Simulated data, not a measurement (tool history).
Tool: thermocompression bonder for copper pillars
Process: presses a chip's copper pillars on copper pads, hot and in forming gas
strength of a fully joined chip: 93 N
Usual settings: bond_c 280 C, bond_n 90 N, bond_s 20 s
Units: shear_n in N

run 1 hour=0 | bond_c=280 bond_n=90 bond_s=20 | shear_n=67.5
-- hour=17.4 forming gas filter changed
run 2 hour=24.1 | bond_c=280 bond_n=90 bond_s=20 | shear_n=68.3
run 3 hour=39.3 | bond_c=280 bond_n=90 bond_s=20 | shear_n=69.1
run 4 hour=65.5 | bond_c=280 bond_n=90 bond_s=20 | shear_n=68.2
run 5 hour=86 | bond_c=280 bond_n=90 bond_s=20 | shear_n=68.1
run 6 hour=103.3 | bond_c=280 bond_n=90 bond_s=20 | shear_n=68
run 7 hour=123.1 | bond_c=280 bond_n=90 bond_s=20 | shear_n=67.7
run 8 hour=142.4 | bond_c=280 bond_n=83 bond_s=20 | shear_n=65.9
run 9 hour=163.1 | bond_c=280 bond_n=83 bond_s=20 | shear_n=66.5
run 10 hour=179.3 | bond_c=280 bond_n=83 bond_s=20 | shear_n=66.8
run 11 hour=195.7 | bond_c=260 bond_n=90 bond_s=55 | shear_n=74.6
run 12 hour=213.8 | bond_c=299 bond_n=98 bond_s=39 | shear_n=85.8
-- hour=239.3 forming gas filter changed
run 13 hour=239.9 | bond_c=299 bond_n=98 bond_s=39 | shear_n=85.6
run 14 hour=254.9 | bond_c=299 bond_n=98 bond_s=39 | shear_n=84.8
run 15 hour=270.3 | bond_c=299 bond_n=98 bond_s=39 | shear_n=84.6
run 16 hour=294.4 | bond_c=299 bond_n=98 bond_s=39 | shear_n=85.7
run 17 hour=318.3 | bond_c=280 bond_n=90 bond_s=37 | shear_n=78.1
run 18 hour=346.7 | bond_c=289 bond_n=71 bond_s=20 | shear_n=66.8
run 19 hour=373.4 | bond_c=290 bond_n=70 bond_s=27 | shear_n=72
run 20 hour=395 | bond_c=309 bond_n=122 bond_s=41 | shear_n=89.9

5 ways to go on from here, each from the tool as it stands after run 20. What would each give?
run A hour=413 | bond_c=271 bond_n=112 bond_s=29 | shear_n=?
run B hour=413 | bond_c=280 bond_n=55 bond_s=28 | shear_n=?
run C hour=413 | bond_c=250 bond_n=122 bond_s=35 | shear_n=?
run D hour=413 | bond_c=280 bond_n=97 bond_s=24 | shear_n=?
run E hour=413 | bond_c=280 bond_n=81 bond_s=16 | shear_n=?

run=A shear_n=73.8
run=B shear_n=63.4
run=C shear_n=67.7
run=D shear_n=72
run=E shear_n=62.5
Without the tool's hidden state the same runs would have given:
run=A shear_n=73.7
run=B shear_n=63.3
run=C shear_n=67.6
run=D shear_n=71.9
run=E shear_n=62.3
